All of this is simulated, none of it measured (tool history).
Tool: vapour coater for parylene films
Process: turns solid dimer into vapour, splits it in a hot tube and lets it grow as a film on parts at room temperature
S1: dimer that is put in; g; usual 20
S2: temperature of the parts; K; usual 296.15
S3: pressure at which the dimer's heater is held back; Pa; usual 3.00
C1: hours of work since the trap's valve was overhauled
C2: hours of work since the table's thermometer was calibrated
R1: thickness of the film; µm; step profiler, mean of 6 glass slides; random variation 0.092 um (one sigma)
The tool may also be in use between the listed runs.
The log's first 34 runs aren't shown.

run 35 hour=1293.4 | S1=20 S2=294.15 S3=5.88 | C1=80 C2=225 | R1=17.98
run 36 hour=1336.7 | S1=20 S2=294.15 S3=5.88 | C1=118 C2=263 | R1=17.76
run 37 hour=1388.0 | S1=20 S2=294.15 S3=5.88 | C1=162 C2=307 | R1=17.57
run 38 hour=1413.2 | S1=20 S2=294.15 S3=5.88 | C1=184 C2=329 | R1=17.49
run 39 hour=1450.1 | S1=18 S2=304.15 S3=4.68 | C1=216 C2=361 | R1=11.18
run 40 hour=1484.1 | S1=20 S2=292.15 S3=8.00 | C1=246 C2=391 | R1=17.98
run 41 hour=1527.7 | S1=20 S2=292.15 S3=8.00 | C1=284 C2=429 | R1=17.93
run 42 hour=1567.7 | S1=20 S2=292.15 S3=8.00 | C1=318 C2=463 | R1=17.62

Forecast each of these 3 alternatives for the next run:
run A hour=1599.0 | S1=20 S2=304.15 S3=3.05 | C1=346 C2=491 | R1=?
run B hour=1599.0 | S1=20 S2=291.15 S3=7.17 | C1=346 C2=491 | R1=?
run C hour=1599.0 | S1=12 S2=301.15 S3=9.98 | C1=346 C2=491 | R1=?

run=A R1=12.52
run=B R1=18.67
run=C R1=7.49
Without the tool's hidden state the same runs would have given:
run=A R1=13.61
run=B R1=20.30
run=C R1=8.14

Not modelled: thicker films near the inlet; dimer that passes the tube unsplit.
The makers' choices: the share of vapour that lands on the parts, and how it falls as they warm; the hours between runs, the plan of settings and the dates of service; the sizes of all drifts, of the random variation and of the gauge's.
